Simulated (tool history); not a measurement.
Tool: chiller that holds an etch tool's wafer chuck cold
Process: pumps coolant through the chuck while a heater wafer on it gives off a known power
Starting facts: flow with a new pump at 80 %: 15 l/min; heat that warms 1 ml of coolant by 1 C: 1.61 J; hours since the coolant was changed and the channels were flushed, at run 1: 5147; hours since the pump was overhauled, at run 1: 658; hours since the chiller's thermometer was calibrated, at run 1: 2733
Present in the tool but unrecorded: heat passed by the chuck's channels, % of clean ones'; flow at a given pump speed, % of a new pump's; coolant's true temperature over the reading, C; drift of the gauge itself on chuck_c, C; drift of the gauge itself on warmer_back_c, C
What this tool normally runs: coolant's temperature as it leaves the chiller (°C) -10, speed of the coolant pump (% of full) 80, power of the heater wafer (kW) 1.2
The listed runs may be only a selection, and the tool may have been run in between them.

| run | hour | coolant's temperature as it leaves the chiller (°C) | speed of the coolant pump (% of full) | power of the heater wafer (kW) | hours since the coolant was changed and the channels were flushed | hours since the pump was overhauled | hours since the chiller's thermometer was calibrated | chuck's temperature once it has settled (°C) | how much warmer the coolant comes back (C) |
|---|---|---|---|---|---|---|---|---|---|
| 1 | 0 | -10 | 80 | 1.2 | 5147 | 658 | 2733 | 0.6 | 2.95 |
| 2 | 28.8 | -10 | 80 | 1.2 | 5176 | 686 | 2762 | 0.7 | 2.95 |
| 3 | 51.9 | -10 | 80 | 1.2 | 5199 | 710 | 2785 | 0.9 | 3 |
| 4 | 70.2 | -10 | 80 | 1.2 | 5218 | 728 | 2803 | 0.8 | 3.03 |
| 5 | 91.5 | -10 | 80 | 1.2 | 5239 | 749 | 2824 | 0.8 | 2.87 |
| 6 | 116.2 | -10 | 80 | 1.2 | 5264 | 774 | 2849 | 0.9 | 2.93 |
| 7 | 152.3 | -10 | 80 | 1.2 | 5300 | 810 | 2885 | 0.8 | 2.99 |
| 8 | 174.7 | -10 | 80 | 1.2 | 5322 | 832 | 2907 | 0.7 | 2.96 |
| 9 | 198.1 | -6 | 80 | 1.2 | 5345 | 856 | 2931 | 4.8 | 2.91 |
| 10 | 231.5 | -6 | 80 | 1.2 | 5379 | 889 | 2964 | 4.8 | 3.01 |
| 11 | 263.7 | -10 | 80 | 1.2 | 5411 | 921 | 2996 | 0.7 | 2.98 |
| 12 | 293.1 | -10 | 80 | 1.2 | 5440 | 951 | 3026 | 0.8 | 2.94 |
| 13 | 320.4 | -10 | 98 | 1.2 | 5468 | 978 | 3053 | -0.9 | 2.45 |
| 14 | 343.4 | -10 | 98 | 1.2 | 5491 | 1001 | 3076 | -0.8 | 2.4 |
| 15 | 372.6 | -10 | 98 | 1.2 | 5520 | 1030 | 3105 | -0.9 | 2.36 |
| 16 | 396.8 | -10 | 98 | 1.2 | 5544 | 1054 | 3130 | -0.9 | 2.43 |

Predict the results of run 17:
| 17 | 428.1 | -10 | 98 | 1.2 | 5575 | 1086 | 3161 | ? | ? |

For run 17 the tool returned chuck's temperature once it has settled (°C) -1.1, how much warmer the coolant comes back (C) 2.43.
Without the tool's hidden state the same run would have given chuck's temperature once it has settled (°C) -1.2, how much warmer the coolant comes back (C) 2.43.
